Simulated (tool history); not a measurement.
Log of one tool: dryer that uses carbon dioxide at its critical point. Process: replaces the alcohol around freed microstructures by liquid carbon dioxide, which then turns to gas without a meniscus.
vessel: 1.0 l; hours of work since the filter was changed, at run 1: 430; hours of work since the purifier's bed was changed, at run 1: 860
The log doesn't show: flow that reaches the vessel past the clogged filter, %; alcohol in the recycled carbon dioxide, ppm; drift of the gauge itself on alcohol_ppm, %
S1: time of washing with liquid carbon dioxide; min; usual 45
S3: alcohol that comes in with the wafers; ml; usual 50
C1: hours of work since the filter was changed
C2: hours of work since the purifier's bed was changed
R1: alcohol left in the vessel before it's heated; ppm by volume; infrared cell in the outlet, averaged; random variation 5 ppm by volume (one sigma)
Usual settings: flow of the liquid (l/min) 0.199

run 1 hour=0.0 | S1=45 flow_of_the_liquid_(l/min)=0.199 S3=50 | C1=430 C2=860 | R1=211
run 2 hour=55.5 | S1=45 flow_of_the_liquid_(l/min)=0.199 S3=50 | C1=472 C2=902 | R1=236
run 3 hour=92.6 | S1=45 flow_of_the_liquid_(l/min)=0.199 S3=50 | C1=501 C2=930 | R1=237
-- hour=124.5 inlet filter changed
run 4 hour=135.6 | S1=32 flow_of_the_liquid_(l/min)=0.199 S3=50 | C1=8 C2=962 | R1=411
run 5 hour=175.8 | S1=32 flow_of_the_liquid_(l/min)=0.199 S3=50 | C1=39 C2=992 | R1=444
run 6 hour=222.1 | S1=32 flow_of_the_liquid_(l/min)=0.199 S3=50 | C1=74 C2=1027 | R1=456
run 7 hour=281.2 | S1=32 flow_of_the_liquid_(l/min)=0.199 S3=50 | C1=119 C2=1072 | R1=481
run 8 hour=319.2 | S1=54 flow_of_the_liquid_(l/min)=0.199 S3=50 | C1=147 C2=1100 | R1=149
run 9 hour=346.8 | S1=54 flow_of_the_liquid_(l/min)=0.199 S3=50 | C1=168 C2=1121 | R1=151
run 10 hour=377.9 | S1=45 flow_of_the_liquid_(l/min)=0.257 S3=50 | C1=192 C2=1145 | R1=142
run 11 hour=407.3 | S1=45 flow_of_the_liquid_(l/min)=0.199 S3=30 | C1=214 C2=1167 | R1=177
-- hour=455.7 purifier's bed changed
run 12 hour=468.2 | S1=45 flow_of_the_liquid_(l/min)=0.199 S3=50 | C1=258 C2=9 | R1=64
run 13 hour=530.5 | S1=45 flow_of_the_liquid_(l/min)=0.199 S3=50 | C1=305 C2=57 | R1=90
run 14 hour=582.2 | S1=45 flow_of_the_liquid_(l/min)=0.199 S3=50 | C1=344 C2=96 | R1=97
run 15 hour=642.0 | S1=45 flow_of_the_liquid_(l/min)=0.126 S3=50 | C1=389 C2=141 | R1=985
run 16 hour=694.2 | S1=51 flow_of_the_liquid_(l/min)=0.126 S3=50 | C1=429 C2=180 | R1=647
run 17 hour=749.5 | S1=51 flow_of_the_liquid_(l/min)=0.322 S3=30 | C1=471 C2=222 | R1=22
run 18 hour=792.1 | S1=51 flow_of_the_liquid_(l/min)=0.322 S3=30 | C1=503 C2=254 | R1=37
-- hour=822.7 inlet filter changed
run 19 hour=843.2 | S1=51 flow_of_the_liquid_(l/min)=0.322 S3=30 | C1=16 C2=292 | R1=40
run 20 hour=876.4 | S1=67 flow_of_the_liquid_(l/min)=0.188 S3=48 | C1=41 C2=317 | R1=55
run 21 hour=928.1 | S1=67 flow_of_the_liquid_(l/min)=0.188 S3=48 | C1=80 C2=357 | R1=48
run 22 hour=965.8 | S1=67 flow_of_the_liquid_(l/min)=0.188 S3=48 | C1=108 C2=385 | R1=51
run 23 hour=1000.6 | S1=52 flow_of_the_liquid_(l/min)=0.265 S3=50 | C1=135 C2=411 | R1=53
run 24 hour=1029.9 | S1=52 flow_of_the_liquid_(l/min)=0.265 S3=50 | C1=157 C2=434 | R1=60
run 25 hour=1060.7 | S1=52 flow_of_the_liquid_(l/min)=0.265 S3=50 | C1=180 C2=457 | R1=63
run 26 hour=1097.6 | S1=33 flow_of_the_liquid_(l/min)=0.199 S3=50 | C1=208 C2=485 | R1=445
run 27 hour=1147.4 | S1=33 flow_of_the_liquid_(l/min)=0.199 S3=32 | C1=246 C2=522 | R1=316
run 28 hour=1213.3 | S1=29 flow_of_the_liquid_(l/min)=0.315 S3=108 | C1=296 C2=572 | R1=199
run 29 hour=1253.8 | S1=29 flow_of_the_liquid_(l/min)=0.183 S3=23 | C1=326 C2=603 | R1=593
run 30 hour=1292.0 | S1=29 flow_of_the_liquid_(l/min)=0.183 S3=23 | C1=355 C2=632 | R1=618
run 31 hour=1331.8 | S1=60 flow_of_the_liquid_(l/min)=0.221 S3=37 | C1=385 C2=662 | R1=85
run 32 hour=1376.7 | S1=52 flow_of_the_liquid_(l/min)=0.199 S3=117 | C1=419 C2=696 | R1=173

5 ways to go on from here, each from the tool as it stands after run 32. What would each give?
run A hour=1407.0 | S1=34 flow_of_the_liquid_(l/min)=0.273 S3=117 | C1=442 C2=719 | R1=?
run B hour=1407.0 | S1=70 flow_of_the_liquid_(l/min)=0.199 S3=50 | C1=442 C2=719 | R1=?
run C hour=1407.0 | S1=44 flow_of_the_liquid_(l/min)=0.180 S3=36 | C1=442 C2=719 | R1=?
run D hour=1407.0 | S1=61 flow_of_the_liquid_(l/min)=0.199 S3=50 | C1=442 C2=719 | R1=?
run E hour=1407.0 | S1=45 flow_of_the_liquid_(l/min)=0.199 S3=23 | C1=442 C2=719 | R1=?

run=A R1=270
run=B R1=90
run=C R1=240
run=D R1=103
run=E R1=135
Without the tool's hidden state the same runs would have given:
run=A R1=60
run=B R1=5
run=C R1=59
run=D R1=11
run=E R1=19
